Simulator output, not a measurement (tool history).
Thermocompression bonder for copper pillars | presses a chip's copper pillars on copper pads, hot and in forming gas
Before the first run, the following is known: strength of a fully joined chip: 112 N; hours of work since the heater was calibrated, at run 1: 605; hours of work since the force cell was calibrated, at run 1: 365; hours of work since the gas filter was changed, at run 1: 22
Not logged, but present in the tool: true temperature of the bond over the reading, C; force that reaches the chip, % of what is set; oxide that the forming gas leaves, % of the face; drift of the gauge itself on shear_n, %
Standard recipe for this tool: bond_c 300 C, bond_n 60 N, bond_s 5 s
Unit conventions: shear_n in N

| run | hour | bond_c | bond_n | bond_s | hours of work since the heater was calibrated | hours of work since the force cell was calibrated | hours of work since the gas filter was changed | shear_n |
|---|---|---|---|---|---|---|---|---|
| 1 | 0 | 300 | 60 | 5 | 605 | 365 | 22 | 85 |
| 2 | 5.9 | 300 | 60 | 5 | 610 | 369 | 27 | 86.1 |
| 3 | 16.8 | 300 | 60 | 5 | 618 | 378 | 35 | 84.9 |
| 4 | 29.5 | 300 | 60 | 5 | 628 | 388 | 45 | 86.6 |
| 5 | 37.5 | 300 | 60 | 5 | 634 | 394 | 51 | 85.4 |
| 6 | 45.9 | 300 | 60 | 9 | 641 | 400 | 58 | 92.8 |
| 7 | 56.2 | 300 | 60 | 9 | 649 | 408 | 66 | 96.1 |
| 8 | 64.4 | 291 | 56 | 7 | 655 | 415 | 72 | 84.2 |
|  | 67.1 | force cell calibrated |
| 9 | 74.1 | 304 | 60 | 7 | 662 | 5 | 78 | 93.9 |
| 10 | 84.8 | 304 | 60 | 7 | 670 | 14 | 87 | 93.6 |
|  | 91.3 | force cell calibrated, once more |
| 11 | 92.7 | 300 | 59 | 6 | 675 | 1 | 92 | 86.5 |

3 ways to go on from here, each from the tool as it stands after run 11. What would each give?
| A | 100.9 | 285 | 40 | 6 | 681 | 7 | 98 | ? |
| B | 100.9 | 287 | 60 | 5 | 681 | 7 | 98 | ? |
| C | 100.9 | 296 | 40 | 11 | 681 | 7 | 98 | ? |

| run | shear_n |
|---|---|
| A | 63.8 |
| B | 74.8 |
| C | 81.1 |
Stripped of hidden state, with their random variation kept, the same runs would have yielded:
| run | shear_n |
|---|---|
| A | 60.8 |
| B | 72.1 |
| C | 78.8 |

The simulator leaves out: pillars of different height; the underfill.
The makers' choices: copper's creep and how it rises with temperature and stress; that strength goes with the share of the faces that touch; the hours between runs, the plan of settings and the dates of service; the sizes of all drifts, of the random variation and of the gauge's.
